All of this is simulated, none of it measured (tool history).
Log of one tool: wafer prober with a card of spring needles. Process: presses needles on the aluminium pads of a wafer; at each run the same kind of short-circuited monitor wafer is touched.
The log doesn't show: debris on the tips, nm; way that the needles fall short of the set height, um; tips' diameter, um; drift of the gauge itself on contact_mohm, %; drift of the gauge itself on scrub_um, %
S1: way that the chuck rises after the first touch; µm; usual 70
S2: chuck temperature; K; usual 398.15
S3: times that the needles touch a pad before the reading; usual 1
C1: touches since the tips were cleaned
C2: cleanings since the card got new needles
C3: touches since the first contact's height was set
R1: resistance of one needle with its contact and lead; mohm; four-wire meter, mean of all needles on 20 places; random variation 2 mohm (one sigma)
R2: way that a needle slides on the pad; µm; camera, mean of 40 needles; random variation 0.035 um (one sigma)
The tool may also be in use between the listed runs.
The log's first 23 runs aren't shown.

run	hour	S1	S2	S3	C1	C2	C3	R1	R2
# hour 203.8: tips cleaned on abrasive film
24	210.5	64	398.15	1	3192	27	35696	294	12.17
# hour 218.8: tips cleaned on abrasive film
25	218.8	52	309.15	1	0	28	39641	218	9.78
26	229.6	52	309.15	1	5154	28	44795	325	9.83
# hour 234.6: tips cleaned on abrasive film
27	240.1	55	316.15	3	2640	29	49751	234	10.44
28	249.3	82	321.15	2	7005	29	54116	247	15.64
# hour 250.0: tips cleaned on abrasive film
29	259.2	58	362.15	2	4413	30	58802	267	10.94
# hour 265.4: tips cleaned on abrasive film
30	268.7	70	398.15	3	1559	31	63255	240	13.25
31	279.2	70	398.15	3	6605	31	68301	248	13.30
# hour 281.1: tips cleaned on abrasive film
32	289.6	59	327.15	1	4065	32	73209	291	11.14
# hour 296.7: tips cleaned on abrasive film
33	302.1	59	327.15	1	2586	33	79103	286	11.16

Forecast each of these 3 alternatives for the next run:
A	309.5	70	372.15	1	6110	33	82627	?	?
B	309.5	70	325.15	1	6110	33	82627	?	?
C	309.5	63	300.15	3	6110	33	82627	?	?

run	R1	R2
A	293	13.22
B	283	13.20
C	232	11.87
Without the tool's hidden state the same runs would have given:
run	R1	R2
A	216	13.43
B	206	13.41
C	199	12.07

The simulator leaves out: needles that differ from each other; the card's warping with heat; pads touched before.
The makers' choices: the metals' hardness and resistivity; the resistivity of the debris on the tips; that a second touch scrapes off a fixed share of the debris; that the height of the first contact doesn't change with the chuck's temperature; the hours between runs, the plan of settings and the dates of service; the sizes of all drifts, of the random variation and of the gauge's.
